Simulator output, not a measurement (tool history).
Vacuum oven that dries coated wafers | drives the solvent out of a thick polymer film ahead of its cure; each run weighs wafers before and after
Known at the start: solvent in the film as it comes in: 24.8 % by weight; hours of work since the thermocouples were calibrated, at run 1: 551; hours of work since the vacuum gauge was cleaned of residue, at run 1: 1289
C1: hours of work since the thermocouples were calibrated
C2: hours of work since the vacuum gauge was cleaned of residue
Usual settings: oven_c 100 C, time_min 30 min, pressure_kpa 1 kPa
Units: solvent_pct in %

{"run": 1, "hour": 0.0, "oven_c": 100, "time_min": 30, "pressure_kpa": 1, "C1": 551, "C2": 1289, "solvent_pct": 2.81}
{"run": 2, "hour": 48.5, "oven_c": 100, "time_min": 30, "pressure_kpa": 1, "C1": 575, "C2": 1313, "solvent_pct": 2.79}
{"run": 3, "hour": 111.8, "oven_c": 102, "time_min": 30, "pressure_kpa": 1, "C1": 606, "C2": 1345, "solvent_pct": 2.16}
{"run": 4, "hour": 178.7, "oven_c": 102, "time_min": 30, "pressure_kpa": 1, "C1": 640, "C2": 1378, "solvent_pct": 2.16}
{"run": 5, "hour": 240.8, "oven_c": 102, "time_min": 30, "pressure_kpa": 1, "C1": 670, "C2": 1409, "solvent_pct": 2.17}
{"run": 6, "hour": 313.2, "oven_c": 102, "time_min": 30, "pressure_kpa": 1, "C1": 706, "C2": 1445, "solvent_pct": 2.14}
{"run": 7, "hour": 384.6, "oven_c": 102, "time_min": 30, "pressure_kpa": 1, "C1": 742, "C2": 1480, "solvent_pct": 2.11}
{"hour": 440.9, "done": "oven's thermocouples calibrated"}
{"run": 8, "hour": 453.1, "oven_c": 105, "time_min": 30, "pressure_kpa": 1, "C1": 6, "C2": 1513, "solvent_pct": 1.76}
{"run": 9, "hour": 518.0, "oven_c": 105, "time_min": 30, "pressure_kpa": 1, "C1": 38, "C2": 1546, "solvent_pct": 1.76}
{"run": 10, "hour": 567.4, "oven_c": 105, "time_min": 30, "pressure_kpa": 1, "C1": 63, "C2": 1570, "solvent_pct": 1.75}
{"run": 11, "hour": 648.1, "oven_c": 100, "time_min": 46, "pressure_kpa": 1, "C1": 103, "C2": 1610, "solvent_pct": 1.6}
{"run": 12, "hour": 695.0, "oven_c": 100, "time_min": 46, "pressure_kpa": 1, "C1": 126, "C2": 1633, "solvent_pct": 1.55}
{"run": 13, "hour": 756.9, "oven_c": 100, "time_min": 46, "pressure_kpa": 1, "C1": 157, "C2": 1664, "solvent_pct": 1.56}
{"run": 14, "hour": 811.2, "oven_c": 100, "time_min": 46, "pressure_kpa": 1, "C1": 184, "C2": 1691, "solvent_pct": 1.55}
{"run": 15, "hour": 848.7, "oven_c": 100, "time_min": 46, "pressure_kpa": 1, "C1": 203, "C2": 1710, "solvent_pct": 1.57}

Run 16 comes next. What will it give?
{"run": 16, "hour": 935.9, "oven_c": 113, "time_min": 24, "pressure_kpa": 1, "C1": 246, "C2": 1753, "solvent_pct": "?"}

Run 16 gave solvent_pct 0.89 %.
Without the tool's hidden state the same run would have given solvent_pct 0.64 %.

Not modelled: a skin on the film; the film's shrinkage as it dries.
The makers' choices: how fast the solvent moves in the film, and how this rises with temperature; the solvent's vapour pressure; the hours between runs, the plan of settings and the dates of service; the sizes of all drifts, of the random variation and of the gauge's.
